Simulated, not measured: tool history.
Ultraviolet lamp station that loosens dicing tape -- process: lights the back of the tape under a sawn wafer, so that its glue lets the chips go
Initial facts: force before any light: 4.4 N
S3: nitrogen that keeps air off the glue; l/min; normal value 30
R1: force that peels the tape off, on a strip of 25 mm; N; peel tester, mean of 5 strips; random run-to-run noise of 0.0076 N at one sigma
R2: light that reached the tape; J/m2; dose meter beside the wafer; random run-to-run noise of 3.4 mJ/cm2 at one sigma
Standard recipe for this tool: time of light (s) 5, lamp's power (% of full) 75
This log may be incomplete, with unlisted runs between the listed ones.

run 1 hour=0 | time_of_light_(s)=5 lamp's_power_(%_of_full)=75 S3=30 | R1=0.305 R2=5030
run 2 hour=21.2 | time_of_light_(s)=5 lamp's_power_(%_of_full)=100 S3=30 | R1=0.232 R2=6680
run 3 hour=38.9 | time_of_light_(s)=5 lamp's_power_(%_of_full)=75 S3=29 | R1=0.332 R2=4960
run 4 hour=57.6 | time_of_light_(s)=5 lamp's_power_(%_of_full)=75 S3=30 | R1=0.318 R2=4960
run 5 hour=76.9 | time_of_light_(s)=8 lamp's_power_(%_of_full)=75 S3=30 | R1=0.198 R2=8010
run 6 hour=96.9 | time_of_light_(s)=8 lamp's_power_(%_of_full)=75 S3=30 | R1=0.205 R2=7940
run 7 hour=107.7 | time_of_light_(s)=8 lamp's_power_(%_of_full)=75 S3=30 | R1=0.209 R2=7890
run 8 hour=125.5 | time_of_light_(s)=5 lamp's_power_(%_of_full)=75 S3=30 | R1=0.311 R2=5000
run 9 hour=139.9 | time_of_light_(s)=5 lamp's_power_(%_of_full)=75 S3=30 | R1=0.321 R2=4880
run 10 hour=155.1 | time_of_light_(s)=5 lamp's_power_(%_of_full)=75 S3=30 | R1=0.323 R2=4840
run 11 hour=164.1 | time_of_light_(s)=5 lamp's_power_(%_of_full)=75 S3=30 | R1=0.332 R2=4820
run 12 hour=172.9 | time_of_light_(s)=5 lamp's_power_(%_of_full)=75 S3=30 | R1=0.323 R2=4860
run 13 hour=182.1 | time_of_light_(s)=5 lamp's_power_(%_of_full)=75 S3=30 | R1=0.324 R2=4890
run 14 hour=191.6 | time_of_light_(s)=5 lamp's_power_(%_of_full)=84 S3=32 | R1=0.28 R2=5440
run 15 hour=211.4 | time_of_light_(s)=6 lamp's_power_(%_of_full)=92 S3=43 | R1=0.202 R2=7070
run 16 hour=225.6 | time_of_light_(s)=8 lamp's_power_(%_of_full)=92 S3=22 | R1=0.185 R2=9470
run 17 hour=237.8 | time_of_light_(s)=5 lamp's_power_(%_of_full)=71 S3=47 | R1=0.322 R2=4580
run 18 hour=256.4 | time_of_light_(s)=7 lamp's_power_(%_of_full)=86 S3=49 | R1=0.211 R2=7720
run 19 hour=273.6 | time_of_light_(s)=3 lamp's_power_(%_of_full)=86 S3=20 | R1=0.691 R2=3280
run 20 hour=288.2 | time_of_light_(s)=5 lamp's_power_(%_of_full)=74 S3=20 | R1=0.396 R2=4710
run 21 hour=297.6 | time_of_light_(s)=5 lamp's_power_(%_of_full)=74 S3=20 | R1=0.405 R2=4730
run 22 hour=315.8 | time_of_light_(s)=5 lamp's_power_(%_of_full)=74 S3=20 | R1=0.398 R2=4640

What if the next run were any one of these 5? Each begins from the tool's condition after run 22:
run A hour=329.6 | time_of_light_(s)=3 lamp's_power_(%_of_full)=79 S3=13 | R1=? R2=?
run B hour=329.6 | time_of_light_(s)=6 lamp's_power_(%_of_full)=71 S3=35 | R1=? R2=?
run C hour=329.6 | time_of_light_(s)=4 lamp's_power_(%_of_full)=74 S3=20 | R1=? R2=?
run D hour=329.6 | time_of_light_(s)=5 lamp's_power_(%_of_full)=75 S3=26 | R1=? R2=?
run E hour=329.6 | time_of_light_(s)=10 lamp's_power_(%_of_full)=73 S3=20 | R1=? R2=?

run=A R1=0.955 R2=2950
run=B R1=0.286 R2=5360
run=C R1=0.575 R2=3780
run=D R1=0.366 R2=4750
run=E R1=0.201 R2=9180
Without the tool's unlogged condition, the same runs would have read:
run=A R1=0.79 R2=3370
run=B R1=0.247 R2=6110
run=C R1=0.462 R2=4310
run=D R1=0.303 R2=5420
run=E R1=0.194 R2=10480
